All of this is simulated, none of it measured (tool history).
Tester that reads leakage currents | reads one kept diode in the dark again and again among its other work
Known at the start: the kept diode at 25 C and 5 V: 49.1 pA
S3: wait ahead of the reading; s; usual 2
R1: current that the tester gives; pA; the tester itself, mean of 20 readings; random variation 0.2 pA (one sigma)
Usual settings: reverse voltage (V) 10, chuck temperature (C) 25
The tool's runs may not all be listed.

{"run": 1, "day": 0.0, "reverse voltage (V)": 10, "chuck temperature (C)": 25, "S3": 2, "R1": 66.13}
{"run": 2, "day": 4.433, "reverse voltage (V)": 10, "chuck temperature (C)": 25, "S3": 2, "R1": 65.94}
{"run": 3, "day": 7.908, "reverse voltage (V)": 3.3, "chuck temperature (C)": 25, "S3": 2, "R1": 42.56}
{"run": 4, "day": 13.804, "reverse voltage (V)": 1.2, "chuck temperature (C)": 25, "S3": 2, "R1": 28.53}
{"run": 5, "day": 19.167, "reverse voltage (V)": 1.2, "chuck temperature (C)": 25, "S3": 2, "R1": 28.63}
{"run": 6, "day": 22.338, "reverse voltage (V)": 1.2, "chuck temperature (C)": 25, "S3": 2, "R1": 28.74}
{"run": 7, "day": 25.829, "reverse voltage (V)": 1.2, "chuck temperature (C)": 25, "S3": 2, "R1": 28.65}
{"day": 28.604, "done": "chuck's temperature calibrated"}
{"run": 8, "day": 30.175, "reverse voltage (V)": 1.2, "chuck temperature (C)": 25, "S3": 2, "R1": 28.66}
{"run": 9, "day": 33.004, "reverse voltage (V)": 1.2, "chuck temperature (C)": 21, "S3": 2, "R1": 21.58}
{"run": 10, "day": 39.317, "reverse voltage (V)": 1.2, "chuck temperature (C)": 21, "S3": 2, "R1": 21.45}
{"run": 11, "day": 44.05, "reverse voltage (V)": 1.2, "chuck temperature (C)": 21, "S3": 2, "R1": 21.48}
{"run": 12, "day": 48.096, "reverse voltage (V)": 1.2, "chuck temperature (C)": 21, "S3": 2, "R1": 21.48}
{"run": 13, "day": 51.875, "reverse voltage (V)": 1.2, "chuck temperature (C)": 21, "S3": 2, "R1": 21.45}
{"run": 14, "day": 57.075, "reverse voltage (V)": 10, "chuck temperature (C)": 25, "S3": 2, "R1": 66.07}
{"run": 15, "day": 63.067, "reverse voltage (V)": 10, "chuck temperature (C)": 25, "S3": 2, "R1": 66.26}
{"run": 16, "day": 66.704, "reverse voltage (V)": 1.4, "chuck temperature (C)": 44, "S3": 3.43, "R1": 109.58}
{"run": 17, "day": 70.125, "reverse voltage (V)": 1.2, "chuck temperature (C)": 54, "S3": 2, "R1": 190.43}
{"run": 18, "day": 76.421, "reverse voltage (V)": 6.9, "chuck temperature (C)": 25, "S3": 2, "R1": 56.7}
{"run": 19, "day": 81.171, "reverse voltage (V)": 6.9, "chuck temperature (C)": 25, "S3": 2, "R1": 57.02}
{"run": 20, "day": 85.696, "reverse voltage (V)": 1.2, "chuck temperature (C)": 25, "S3": 2, "R1": 28.6}
{"run": 21, "day": 91.292, "reverse voltage (V)": 1.2, "chuck temperature (C)": 47, "S3": 2, "R1": 124.55}
{"run": 22, "day": 96.788, "reverse voltage (V)": 1.2, "chuck temperature (C)": 47, "S3": 5.26, "R1": 125.09}
{"run": 23, "day": 99.792, "reverse voltage (V)": 18.8, "chuck temperature (C)": 37, "S3": 2, "R1": 191.06}
{"run": 24, "day": 102.45, "reverse voltage (V)": 18.5, "chuck temperature (C)": 44, "S3": 3.14, "R1": 295.77}
{"day": 107.75, "done": "probe card cleaned and baked"}
{"run": 25, "day": 107.817, "reverse voltage (V)": 5.8, "chuck temperature (C)": 44, "S3": 0.54, "R1": 191.07}
{"run": 26, "day": 110.867, "reverse voltage (V)": 2.6, "chuck temperature (C)": 25, "S3": 2, "R1": 38.85}
{"run": 27, "day": 117.054, "reverse voltage (V)": 2.2, "chuck temperature (C)": 37, "S3": 6.72, "R1": 82.93}
{"run": 28, "day": 122.862, "reverse voltage (V)": 2.5, "chuck temperature (C)": 37, "S3": 0.81, "R1": 87.56}

Forecast each of these 4 alternatives for the next run:
{"run": "A", "day": 127.75, "reverse voltage (V)": 15.4, "chuck temperature (C)": 34, "S3": 9.39, "R1": "?"}
{"run": "B", "day": 127.75, "reverse voltage (V)": 10.5, "chuck temperature (C)": 25, "S3": 2, "R1": "?"}
{"run": "C", "day": 127.75, "reverse voltage (V)": 10, "chuck temperature (C)": 54, "S3": 1.77, "R1": "?"}
{"run": "D", "day": 127.75, "reverse voltage (V)": 5.2, "chuck temperature (C)": 37, "S3": 0.44, "R1": "?"}

run=A R1=142.62
run=B R1=66.68
run=C R1=430.51
run=D R1=118.51
Without the tool's hidden state the same runs would have given:
run=A R1=142.52
run=B R1=66.63
run=C R1=430.29
run=D R1=118.44
